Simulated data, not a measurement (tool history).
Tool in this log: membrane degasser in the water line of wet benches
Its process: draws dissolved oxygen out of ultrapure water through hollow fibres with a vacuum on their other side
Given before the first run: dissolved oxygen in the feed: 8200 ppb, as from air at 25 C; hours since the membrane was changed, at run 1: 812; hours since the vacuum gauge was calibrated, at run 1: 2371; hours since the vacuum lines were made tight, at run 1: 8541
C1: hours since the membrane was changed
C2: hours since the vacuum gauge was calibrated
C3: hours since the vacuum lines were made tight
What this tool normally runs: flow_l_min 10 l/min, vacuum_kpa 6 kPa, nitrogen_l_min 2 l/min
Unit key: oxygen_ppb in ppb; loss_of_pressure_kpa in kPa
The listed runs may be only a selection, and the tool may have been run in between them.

{"run": 1, "day": 0.0, "flow_l_min": 10, "vacuum_kpa": 6, "nitrogen_l_min": 2, "C1": 812, "C2": 2371, "C3": 8541, "oxygen_ppb": 65.7, "loss_of_pressure_kpa": 69.66}
{"run": 2, "day": 2.125, "flow_l_min": 10, "vacuum_kpa": 6, "nitrogen_l_min": 2, "C1": 863, "C2": 2422, "C3": 8593, "oxygen_ppb": 67.9, "loss_of_pressure_kpa": 70.2}
{"run": 3, "day": 4.438, "flow_l_min": 10, "vacuum_kpa": 6, "nitrogen_l_min": 2.46, "C1": 918, "C2": 2478, "C3": 8648, "oxygen_ppb": 61.4, "loss_of_pressure_kpa": 69.86}
{"day": 5.596, "done": "seals of the vacuum lines changed"}
{"run": 4, "day": 5.692, "flow_l_min": 8, "vacuum_kpa": 6, "nitrogen_l_min": 2, "C1": 946, "C2": 2506, "C3": 2, "oxygen_ppb": 42.1, "loss_of_pressure_kpa": 56.08}
{"run": 5, "day": 7.488, "flow_l_min": 8, "vacuum_kpa": 6, "nitrogen_l_min": 2, "C1": 989, "C2": 2549, "C3": 45, "oxygen_ppb": 42.1, "loss_of_pressure_kpa": 55.58}
{"run": 6, "day": 9.688, "flow_l_min": 8, "vacuum_kpa": 6, "nitrogen_l_min": 2, "C1": 1042, "C2": 2602, "C3": 98, "oxygen_ppb": 42.5, "loss_of_pressure_kpa": 55.89}
{"run": 7, "day": 11.192, "flow_l_min": 10, "vacuum_kpa": 6, "nitrogen_l_min": 2, "C1": 1078, "C2": 2638, "C3": 134, "oxygen_ppb": 68.5, "loss_of_pressure_kpa": 70.15}
{"run": 8, "day": 12.746, "flow_l_min": 10, "vacuum_kpa": 6, "nitrogen_l_min": 2, "C1": 1115, "C2": 2675, "C3": 172, "oxygen_ppb": 65.9, "loss_of_pressure_kpa": 69.97}
{"run": 9, "day": 14.517, "flow_l_min": 10, "vacuum_kpa": 6, "nitrogen_l_min": 2, "C1": 1158, "C2": 2718, "C3": 214, "oxygen_ppb": 65.9, "loss_of_pressure_kpa": 70.06}
{"run": 10, "day": 15.538, "flow_l_min": 14, "vacuum_kpa": 5.39, "nitrogen_l_min": 2, "C1": 1183, "C2": 2742, "C3": 239, "oxygen_ppb": 131, "loss_of_pressure_kpa": 98.18}
{"run": 11, "day": 17.65, "flow_l_min": 7, "vacuum_kpa": 7.06, "nitrogen_l_min": 1.63, "C1": 1233, "C2": 2793, "C3": 289, "oxygen_ppb": 49, "loss_of_pressure_kpa": 49.34}
{"run": 12, "day": 19.358, "flow_l_min": 8, "vacuum_kpa": 6.81, "nitrogen_l_min": 1.27, "C1": 1274, "C2": 2834, "C3": 330, "oxygen_ppb": 68.8, "loss_of_pressure_kpa": 56.15}
{"run": 13, "day": 21.646, "flow_l_min": 8, "vacuum_kpa": 6.81, "nitrogen_l_min": 1.27, "C1": 1329, "C2": 2889, "C3": 385, "oxygen_ppb": 69.1, "loss_of_pressure_kpa": 56.37}
{"run": 14, "day": 23.183, "flow_l_min": 7, "vacuum_kpa": 6.81, "nitrogen_l_min": 2.11, "C1": 1366, "C2": 2926, "C3": 422, "oxygen_ppb": 37.8, "loss_of_pressure_kpa": 49.41}
{"run": 15, "day": 25.279, "flow_l_min": 10, "vacuum_kpa": 10.81, "nitrogen_l_min": 2, "C1": 1416, "C2": 2976, "C3": 472, "oxygen_ppb": 125.5, "loss_of_pressure_kpa": 69.89}
{"run": 16, "day": 27.262, "flow_l_min": 10, "vacuum_kpa": 10.81, "nitrogen_l_min": 2, "C1": 1464, "C2": 3024, "C3": 520, "oxygen_ppb": 120.7, "loss_of_pressure_kpa": 69.97}

Each run again, without the hidden state but with its own random variation kept:
Hidden state at play: membrane still open, %; true pressure behind the membrane over the reading, kPa; air that leaks in behind the membrane, l/min; drift of the gauge itself on oxygen_ppb, %; drift of the gauge itself on loss_of_pressure_kpa, %.
run=1 loss_of_pressure_kpa=69.66
run=2 loss_of_pressure_kpa=70.14
run=3 loss_of_pressure_kpa=69.74
run=4 loss_of_pressure_kpa=55.97
run=5 loss_of_pressure_kpa=55.42
run=6 loss_of_pressure_kpa=55.69
run=7 loss_of_pressure_kpa=69.87
run=8 loss_of_pressure_kpa=69.65
run=9 loss_of_pressure_kpa=69.69
run=10 loss_of_pressure_kpa=97.63
run=11 loss_of_pressure_kpa=49.03
run=12 loss_of_pressure_kpa=55.76
run=13 loss_of_pressure_kpa=55.94
run=14 loss_of_pressure_kpa=49.01
run=15 loss_of_pressure_kpa=69.26
run=16 loss_of_pressure_kpa=69.29
For oxygen_ppb, the value without the hidden state is never more than 0.1 ppb from the measured value.
